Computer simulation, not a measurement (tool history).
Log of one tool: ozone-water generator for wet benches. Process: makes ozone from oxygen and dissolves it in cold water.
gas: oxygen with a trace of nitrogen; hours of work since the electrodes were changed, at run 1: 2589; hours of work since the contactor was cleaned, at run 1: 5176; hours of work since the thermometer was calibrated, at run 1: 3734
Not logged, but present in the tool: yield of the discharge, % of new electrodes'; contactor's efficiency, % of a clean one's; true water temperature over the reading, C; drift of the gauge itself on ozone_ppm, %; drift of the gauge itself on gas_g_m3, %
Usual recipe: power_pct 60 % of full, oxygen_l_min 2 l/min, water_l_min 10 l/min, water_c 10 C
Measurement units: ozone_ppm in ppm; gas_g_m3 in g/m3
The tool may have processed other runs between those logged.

run	hour	power_pct	oxygen_l_min	water_l_min	water_c	hours of work since the electrodes were changed	hours of work since the contactor was cleaned	hours of work since the thermometer was calibrated	ozone_ppm	gas_g_m3
1	0	60	2	10	10	2589	5176	3734	14.6	140.8
2	84.4	60	2	8	10	2651	5238	3796	18	142
3	155.3	60	2	8	10	2703	5290	3848	18.1	141.5
4	197.4	60	2	8	10	2734	5321	3879	18.1	142
5	275.5	60	2	8	10	2791	5378	3937	18.2	140.4
6	360.4	60	2	8	10	2853	5440	3999	18.3	139.7
7	425.2	60	2	10	10	2901	5488	4046	14.4	140.8
8	465.6	60	2	10	10	2930	5518	4076	14.6	138.7

Run 9 has not been measured yet. What should we expect?
9	524	61	2.79	7	10	2973	5561	4119	?	?

ozone_ppm: 21.4 ppm
gas_g_m3: 123.6 g/m3
Had the tool carried no hidden state, the very same run would have given ozone_ppm 23.7 ppm, gas_g_m3 130.1 g/m3.

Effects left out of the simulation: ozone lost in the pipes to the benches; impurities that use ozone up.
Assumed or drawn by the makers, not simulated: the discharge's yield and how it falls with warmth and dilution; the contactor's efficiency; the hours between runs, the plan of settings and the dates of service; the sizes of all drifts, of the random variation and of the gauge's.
